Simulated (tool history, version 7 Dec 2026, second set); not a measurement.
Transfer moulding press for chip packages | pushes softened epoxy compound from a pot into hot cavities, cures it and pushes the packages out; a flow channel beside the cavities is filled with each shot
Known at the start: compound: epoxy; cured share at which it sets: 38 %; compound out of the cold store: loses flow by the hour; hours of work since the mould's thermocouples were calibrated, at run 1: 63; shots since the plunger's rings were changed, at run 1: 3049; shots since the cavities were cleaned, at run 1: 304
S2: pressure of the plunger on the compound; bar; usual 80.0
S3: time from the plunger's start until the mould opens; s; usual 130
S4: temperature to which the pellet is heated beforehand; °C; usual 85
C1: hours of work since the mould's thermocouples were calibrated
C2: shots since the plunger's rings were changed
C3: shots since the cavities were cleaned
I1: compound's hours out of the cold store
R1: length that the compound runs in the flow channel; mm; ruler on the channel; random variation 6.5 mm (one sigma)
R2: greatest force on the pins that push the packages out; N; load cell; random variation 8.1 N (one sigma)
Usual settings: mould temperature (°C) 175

{"run": 1, "hour": 0.0, "mould temperature (°C)": 175, "S2": 80.0, "S3": 130, "S4": 85, "C1": 63, "C2": 3049, "C3": 304, "I1": 36.2, "R1": 851, "R2": 549}
{"run": 2, "hour": 9.9, "mould temperature (°C)": 175, "S2": 80.0, "S3": 122, "S4": 85, "C1": 70, "C2": 3148, "C3": 403, "I1": 18.3, "R1": 920, "R2": 632}
{"run": 3, "hour": 28.3, "mould temperature (°C)": 175, "S2": 80.0, "S3": 122, "S4": 85, "C1": 83, "C2": 3330, "C3": 585, "I1": 39.9, "R1": 841, "R2": 683}
{"run": 4, "hour": 49.4, "mould temperature (°C)": 175, "S2": 80.0, "S3": 122, "S4": 85, "C1": 97, "C2": 3539, "C3": 794, "I1": 39.2, "R1": 831, "R2": 695}
{"hour": 55.3, "done": "cavities cleaned with cleaning compound and waxed"}
{"run": 5, "hour": 61.3, "mould temperature (°C)": 175, "S2": 80.0, "S3": 145, "S4": 85, "C1": 104, "C2": 3642, "C3": 60, "I1": 31.4, "R1": 858, "R2": 388}
{"run": 6, "hour": 77.9, "mould temperature (°C)": 169, "S2": 80.0, "S3": 130, "S4": 85, "C1": 115, "C2": 3806, "C3": 224, "I1": 28.5, "R1": 881, "R2": 692}
{"run": 7, "hour": 96.9, "mould temperature (°C)": 175, "S2": 80.0, "S3": 145, "S4": 85, "C1": 128, "C2": 3995, "C3": 413, "I1": 16.0, "R1": 887, "R2": 575}
{"run": 8, "hour": 112.6, "mould temperature (°C)": 175, "S2": 80.0, "S3": 145, "S4": 85, "C1": 139, "C2": 4150, "C3": 568, "I1": 36.5, "R1": 832, "R2": 638}
{"run": 9, "hour": 132.6, "mould temperature (°C)": 175, "S2": 80.0, "S3": 145, "S4": 85, "C1": 152, "C2": 4348, "C3": 766, "I1": 28.4, "R1": 845, "R2": 635}
{"hour": 141.9, "done": "cavities cleaned with cleaning compound and waxed"}
{"run": 10, "hour": 144.1, "mould temperature (°C)": 175, "S2": 80.0, "S3": 145, "S4": 85, "C1": 159, "C2": 4447, "C3": 22, "I1": 26.3, "R1": 849, "R2": 361}
{"run": 11, "hour": 163.4, "mould temperature (°C)": 169, "S2": 83.0, "S3": 110, "S4": 82, "C1": 172, "C2": 4639, "C3": 214, "I1": 39.9, "R1": 856, "R2": 897}
{"run": 12, "hour": 182.8, "mould temperature (°C)": 175, "S2": 97.5, "S3": 110, "S4": 94, "C1": 185, "C2": 4831, "C3": 406, "I1": 13.2, "R1": 981, "R2": 743}
{"run": 13, "hour": 203.7, "mould temperature (°C)": 167, "S2": 70.0, "S3": 147, "S4": 81, "C1": 199, "C2": 5038, "C3": 613, "I1": 39.4, "R1": 789, "R2": 763}
{"run": 14, "hour": 212.8, "mould temperature (°C)": 167, "S2": 70.0, "S3": 147, "S4": 81, "C1": 205, "C2": 5127, "C3": 702, "I1": 9.8, "R1": 867, "R2": 817}
{"hour": 218.2, "done": "plunger's sealing rings changed"}
{"hour": 230.7, "done": "cavities cleaned with cleaning compound and waxed"}
{"run": 15, "hour": 234.9, "mould temperature (°C)": 167, "S2": 70.0, "S3": 147, "S4": 92, "C1": 218, "C2": 150, "C3": 41, "I1": 42.4, "R1": 859, "R2": 456}
{"run": 16, "hour": 245.4, "mould temperature (°C)": 176, "S2": 80.0, "S3": 161, "S4": 85, "C1": 225, "C2": 254, "C3": 145, "I1": 17.0, "R1": 963, "R2": 436}
{"run": 17, "hour": 255.9, "mould temperature (°C)": 175, "S2": 80.0, "S3": 141, "S4": 76, "C1": 232, "C2": 359, "C3": 250, "I1": 10.0, "R1": 999, "R2": 534}
{"run": 18, "hour": 269.3, "mould temperature (°C)": 171, "S2": 88.6, "S3": 151, "S4": 83, "C1": 241, "C2": 491, "C3": 382, "I1": 45.7, "R1": 932, "R2": 592}
{"run": 19, "hour": 283.1, "mould temperature (°C)": 171, "S2": 88.6, "S3": 151, "S4": 83, "C1": 250, "C2": 628, "C3": 519, "I1": 36.8, "R1": 962, "R2": 637}
{"run": 20, "hour": 303.7, "mould temperature (°C)": 171, "S2": 88.6, "S3": 151, "S4": 83, "C1": 264, "C2": 832, "C3": 723, "I1": 15.5, "R1": 1026, "R2": 686}

Forecast each of these 3 alternatives for the next run:
{"hour": 316.4, "done": "cavities cleaned with cleaning compound and waxed"}
{"run": "A", "hour": 323.6, "mould temperature (°C)": 175, "S2": 64.5, "S3": 128, "S4": 85, "C1": 277, "C2": 1014, "C3": 71, "I1": 32.2, "R1": "?", "R2": "?"}
{"hour": 316.4, "done": "cavities cleaned with cleaning compound and waxed"}
{"run": "B", "hour": 323.6, "mould temperature (°C)": 175, "S2": 85.5, "S3": 130, "S4": 85, "C1": 277, "C2": 1014, "C3": 71, "I1": 9.8, "R1": "?", "R2": "?"}
{"hour": 316.4, "done": "cavities cleaned with cleaning compound and waxed"}
{"run": "C", "hour": 323.6, "mould temperature (°C)": 175, "S2": 95.4, "S3": 130, "S4": 85, "C1": 277, "C2": 1014, "C3": 71, "I1": 20.8, "R1": "?", "R2": "?"}

run=A R1=802 R2=447
run=B R1=1011 R2=455
run=C R1=1021 R2=449
Without the tool's hidden state the same runs would have given:
run=A R1=817 R2=361
run=B R1=1030 R2=368
run=C R1=1039 R2=364
